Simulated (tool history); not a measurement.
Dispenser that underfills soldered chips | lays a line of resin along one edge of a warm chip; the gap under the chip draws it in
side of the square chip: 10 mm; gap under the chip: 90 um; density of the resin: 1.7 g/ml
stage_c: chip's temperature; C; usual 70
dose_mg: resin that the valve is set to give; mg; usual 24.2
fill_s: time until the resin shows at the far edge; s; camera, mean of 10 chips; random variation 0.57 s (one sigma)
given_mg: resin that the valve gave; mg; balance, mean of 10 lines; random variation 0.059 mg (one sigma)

{"run": 1, "day": 0.0, "stage_c": 70, "dose_mg": 24.2, "fill_s": 82.2, "given_mg": 23.63}
{"day": 0.1, "done": "new syringe of resin"}
{"run": 2, "day": 0.25, "stage_c": 70, "dose_mg": 24.2, "fill_s": 58.5, "given_mg": 23.6}
{"run": 3, "day": 0.575, "stage_c": 70, "dose_mg": 24.2, "fill_s": 82, "given_mg": 23.43}
{"day": 0.671, "done": "new syringe of resin"}
{"run": 4, "day": 0.908, "stage_c": 70, "dose_mg": 24.2, "fill_s": 64.1, "given_mg": 23.42}
{"run": 5, "day": 1.183, "stage_c": 70, "dose_mg": 26.8, "fill_s": 86.7, "given_mg": 25.72}
{"day": 1.225, "done": "new syringe of resin"}
{"day": 1.333, "done": "dispensing valve cleaned and set on the balance"}
{"run": 6, "day": 1.496, "stage_c": 70, "dose_mg": 26.8, "fill_s": 64.7, "given_mg": 26.79}
{"run": 7, "day": 1.679, "stage_c": 70, "dose_mg": 26.8, "fill_s": 78.6, "given_mg": 26.74}
{"day": 1.821, "done": "new syringe of resin"}
{"run": 8, "day": 2.025, "stage_c": 70, "dose_mg": 29.8, "fill_s": 59.8, "given_mg": 29.57}
{"run": 9, "day": 2.233, "stage_c": 70, "dose_mg": 29.8, "fill_s": 75.9, "given_mg": 29.47}
{"day": 2.388, "done": "new syringe of resin"}
{"run": 10, "day": 2.412, "stage_c": 78, "dose_mg": 29.8, "fill_s": 34.1, "given_mg": 29.34}
{"run": 11, "day": 2.596, "stage_c": 70, "dose_mg": 24.2, "fill_s": 63.5, "given_mg": 23.81}
{"run": 12, "day": 2.842, "stage_c": 70, "dose_mg": 25.8, "fill_s": 80.5, "given_mg": 25.25}
{"day": 2.942, "done": "new syringe of resin"}
{"run": 13, "day": 3.167, "stage_c": 70, "dose_mg": 24.2, "fill_s": 63.2, "given_mg": 23.49}
{"run": 14, "day": 3.412, "stage_c": 70, "dose_mg": 24.9, "fill_s": 84.4, "given_mg": 24.03}
{"day": 3.5, "done": "new syringe of resin"}
{"run": 15, "day": 3.7, "stage_c": 70, "dose_mg": 24.2, "fill_s": 63.8, "given_mg": 23.27}
{"run": 16, "day": 3.85, "stage_c": 70, "dose_mg": 24.2, "fill_s": 75, "given_mg": 23.34}
{"day": 3.95, "done": "dispensing valve cleaned and set on the balance"}
{"day": 4.088, "done": "new syringe of resin"}
{"run": 17, "day": 4.225, "stage_c": 70, "dose_mg": 24.2, "fill_s": 58.1, "given_mg": 24}
{"run": 18, "day": 4.412, "stage_c": 70, "dose_mg": 24.2, "fill_s": 71.5, "given_mg": 24.06}
{"day": 4.633, "done": "new syringe of resin"}
{"run": 19, "day": 4.658, "stage_c": 58, "dose_mg": 30.7, "fill_s": 94.3, "given_mg": 30.41}
{"run": 20, "day": 4.833, "stage_c": 58, "dose_mg": 30.7, "fill_s": 113.7, "given_mg": 30.36}
{"run": 21, "day": 5.029, "stage_c": 58, "dose_mg": 30.7, "fill_s": 141, "given_mg": 30.19}
{"day": 5.179, "done": "new syringe of resin"}
{"run": 22, "day": 5.379, "stage_c": 55, "dose_mg": 29.4, "fill_s": 134, "given_mg": 28.71}
{"run": 23, "day": 5.562, "stage_c": 74, "dose_mg": 21.2, "fill_s": 65.8, "given_mg": 20.64}
{"day": 5.746, "done": "new syringe of resin"}
{"run": 24, "day": 5.746, "stage_c": 82, "dose_mg": 23.2, "fill_s": 29.6, "given_mg": 22.48}
{"run": 25, "day": 6.004, "stage_c": 82, "dose_mg": 23.2, "fill_s": 38.1, "given_mg": 22.39}
{"run": 26, "day": 6.15, "stage_c": 70, "dose_mg": 23.7, "fill_s": 79, "given_mg": 22.84}
{"day": 6.308, "done": "new syringe of resin"}
{"run": 27, "day": 6.396, "stage_c": 70, "dose_mg": 23.7, "fill_s": 55.6, "given_mg": 22.82}

Run 28 comes next. What will it give?
{"day": 6.571, "done": "dispensing valve cleaned and set on the balance"}
{"run": 28, "day": 6.775, "stage_c": 57, "dose_mg": 29.5, "fill_s": "?", "given_mg": "?"}

{"run 28": {"fill_s": 154.8, "given_mg": 29.44}}
Without the tool's hidden state the same run would have given fill_s 93.7 s, given_mg 29.55 mg.

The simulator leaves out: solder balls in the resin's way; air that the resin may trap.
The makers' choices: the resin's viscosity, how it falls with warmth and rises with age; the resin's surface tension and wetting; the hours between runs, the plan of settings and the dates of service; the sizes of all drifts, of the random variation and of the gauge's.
